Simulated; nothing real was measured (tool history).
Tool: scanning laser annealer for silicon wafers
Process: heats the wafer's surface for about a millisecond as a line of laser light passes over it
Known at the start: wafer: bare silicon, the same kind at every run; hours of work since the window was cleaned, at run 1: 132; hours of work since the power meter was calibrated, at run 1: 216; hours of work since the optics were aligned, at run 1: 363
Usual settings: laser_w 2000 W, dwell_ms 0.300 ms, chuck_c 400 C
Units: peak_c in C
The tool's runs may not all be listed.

run    day  laser_w  dwell_ms  chuck_c  hours of work since the window was cleaned  hours of work since the power meter was calibrated  hours of work since the optics were aligned  peak_c
  1  0.000     2000     0.300      400                                         132                                                 216                                          363    1120
  2  0.229     2151     0.300      400                                         135                                                 219                                          367    1180
  3  0.546     2151     0.300      400                                         139                                                 223                                          371    1181
  4  0.938     2151     0.300      400                                         145                                                 229                                          376    1179
  5  1.262     2151     0.300      400                                         149                                                 233                                          381    1184
  6  1.604     2151     0.300      400                                         154                                                 238                                          385    1175
  7  1.888     2151     0.300      400                                         158                                                 242                                          389    1180
  8  2.117     2151     0.300      400                                         161                                                 245                                          392    1175
  9  2.358     2151     0.300      400                                         164                                                 248                                          396    1176
 10  2.642     2151     0.247      400                                         168                                                 252                                          400    1109
 11  2.979     2151     0.247      400                                         173                                                 257                                          404    1108
 12  3.425     2151     0.247      400                                         179                                                 263                                          410    1101
 13  3.696     1857     0.300      400                                         183                                                 266                                          414    1063
 14  4.042     2000     0.300      400                                         187                                                 271                                          419    1117
 15  4.383     2026     0.229      423                                         192                                                 276                                          424    1061
 16  4.912     2081     0.229      373                                         199                                                 283                                          431    1029
 17  5.450     2081     0.229      373                                         207                                                 290                                          438    1028
 18  5.788     1764     0.338      373                                         212                                                 295                                          443    1033
 19  6.246     1764     0.338      373                                         218                                                 301                                          449    1034
 20  6.546     1764     0.338      362                                         222                                                 305                                          453    1024
     6.804  -- optics aligned, line set to its width
 21  7.054     1715     0.353      399                                         226                                                 310                                            3    1048
 22  7.496     1899     0.293      401                                         232                                                 316                                           10    1063
 23  8.008     2028     0.260      427                                         239                                                 323                                           17    1098
 24  8.396     2028     0.260      427                                         244                                                 328                                           22    1102
 25  8.688     1777     0.354      393                                         248                                                 332                                           26    1069
 26  8.917     1777     0.354      393                                         252                                                 335                                           29    1067
 27  9.262     2080     0.344      404                                         256                                                 340                                           34    1195
     9.546  -- optics aligned, line set to its width, once more
 28  9.762     2193     0.377      400                                         260                                                 344                                            3    1293

Measured less the same run without the tool's hidden state. The same run-to-run variation is in both; the gauge's scatter may not be:
The hidden state here: light that passes the window, % of a clean one's; laser's true power over the reading, %; width of the line over the set one, %; drift of the gauge itself on peak_c, C.
run  peak_c
  1     -21
  2     -23
  3     -22
  4     -23
  5     -23
  6     -24
  7     -24
  8     -25
  9     -24
 10     -23
 11     -23
 12     -24
 13     -23
 14     -25
 15     -22
 16     -24
 17     -24
 18     -24
 19     -25
 20     -25
 21     -30
 22     -30
 23     -31
 24     -32
 25     -32
 26     -33
 27     -38
 28     -24
